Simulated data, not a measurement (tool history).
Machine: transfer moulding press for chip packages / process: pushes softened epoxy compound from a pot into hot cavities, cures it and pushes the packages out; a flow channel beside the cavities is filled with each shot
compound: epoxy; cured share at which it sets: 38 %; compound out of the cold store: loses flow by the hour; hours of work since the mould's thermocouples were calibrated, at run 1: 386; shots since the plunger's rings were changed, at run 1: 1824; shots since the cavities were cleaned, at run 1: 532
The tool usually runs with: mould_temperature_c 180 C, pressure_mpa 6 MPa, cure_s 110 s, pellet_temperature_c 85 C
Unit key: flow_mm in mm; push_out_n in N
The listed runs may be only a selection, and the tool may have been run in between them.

run	day	mould_temperature_c	pressure_mpa	cure_s	pellet_temperature_c	hours of work since the mould's thermocouples were calibrated	shots since the plunger's rings were changed	shots since the cavities were cleaned	incoming compound's hours out of the cold store	flow_mm	push_out_n
1	0	180	6	110	85	386	1824	532	12	514	331
# day 0.225: cavities cleaned with cleaning compound and waxed
2	1.517	180	6	110	85	413	2301	424	16.1	501	305
# day 2.167: cavities cleaned with cleaning compound and waxed
3	2.246	180	4.88	110	85	425	2519	25	12.4	457	250
# day 2.579: plunger's sealing rings changed
4	3.596	180	4.88	110	84	447	334	434	14.8	473	326
# day 4.192: cavities cleaned with cleaning compound and waxed
5	5.038	180	6	110	85	472	786	278	19.6	511	297
# day 6.088: cavities cleaned with cleaning compound and waxed
6	6.475	180	6	110	85	497	1237	127	15.8	513	259
7	7.221	180	6	110	85	511	1482	372	11.7	517	318
# day 7.958: cavities cleaned with cleaning compound and waxed
# day 8.154: mould's thermocouples calibrated
8	8.154	180	6	110	85	0	1740	38	47.2	464	244
9	9.592	180	6	110	85	26	2211	509	30.3	480	340
# day 9.9: cavities cleaned with cleaning compound and waxed
# day 10.908: plunger's sealing rings changed
10	11.029	180	6	110	85	49	40	336	19.2	522	317
# day 11.946: cavities cleaned with cleaning compound and waxed
11	11.958	180	6	110	85	65	324	4	34.4	498	245
12	12.658	180	6	110	85	77	553	233	45.5	480	276
13	13.45	180	6	110	81	92	814	494	29.4	503	334
# day 13.779: cavities cleaned with cleaning compound and waxed
14	14.7	180	6	110	81	113	1202	301	14.4	518	313
# day 15.658: cavities cleaned with cleaning compound and waxed
15	15.8	173	5.17	100	88	132	1543	46	18.4	481	525
16	17.221	173	5.17	100	88	158	2009	512	19.8	475	644
# day 17.558: cavities cleaned with cleaning compound and waxed
17	18.338	173	5.17	131	88	177	2354	256	36.7	446	307
# day 19.15: plunger's sealing rings changed
18	19.3	175	6	110	85	193	49	538	47.5	488	421
# day 19.55: cavities cleaned with cleaning compound and waxed
19	20.921	187	5.39	143	87	221	559	448	27.6	471	240
# day 21.367: cavities cleaned with cleaning compound and waxed
20	22.067	183	5.39	141	79	240	915	230	37	459	229

Some steps in flow_mm between neighbouring runs. How much of each would the tool show without its hidden state too (settings, what came in, random variation), and how much is left for the hidden state, with any gauge scatter that isn't in both results?
Hidden conditions of the tool in this case: true mould temperature over the reading, C; pressure that reaches the compound, % of what is set; grip of the stained cavities, % over clean ones'; drift of the gauge itself on flow_mm, %; drift of the gauge itself on push_out_n, %.
Run 2 -> 3: pressure_mpa 6 -> 4.88, cavities cleaned with cleaning compound and waxed. flow_mm -44 mm: hidden state +0, all else -44.
Run 3 -> 4: pellet_temperature_c 85 -> 84, plunger's sealing rings changed. flow_mm +16 mm: hidden state +21, all else -5.
Run 7 -> 8: cavities cleaned with cleaning compound and waxed, mould's thermocouples calibrated. flow_mm -53 mm: hidden state +1, all else -54.
Run 9 -> 10: cavities cleaned with cleaning compound and waxed, plunger's sealing rings changed. flow_mm +42 mm: hidden state +24, all else +18.

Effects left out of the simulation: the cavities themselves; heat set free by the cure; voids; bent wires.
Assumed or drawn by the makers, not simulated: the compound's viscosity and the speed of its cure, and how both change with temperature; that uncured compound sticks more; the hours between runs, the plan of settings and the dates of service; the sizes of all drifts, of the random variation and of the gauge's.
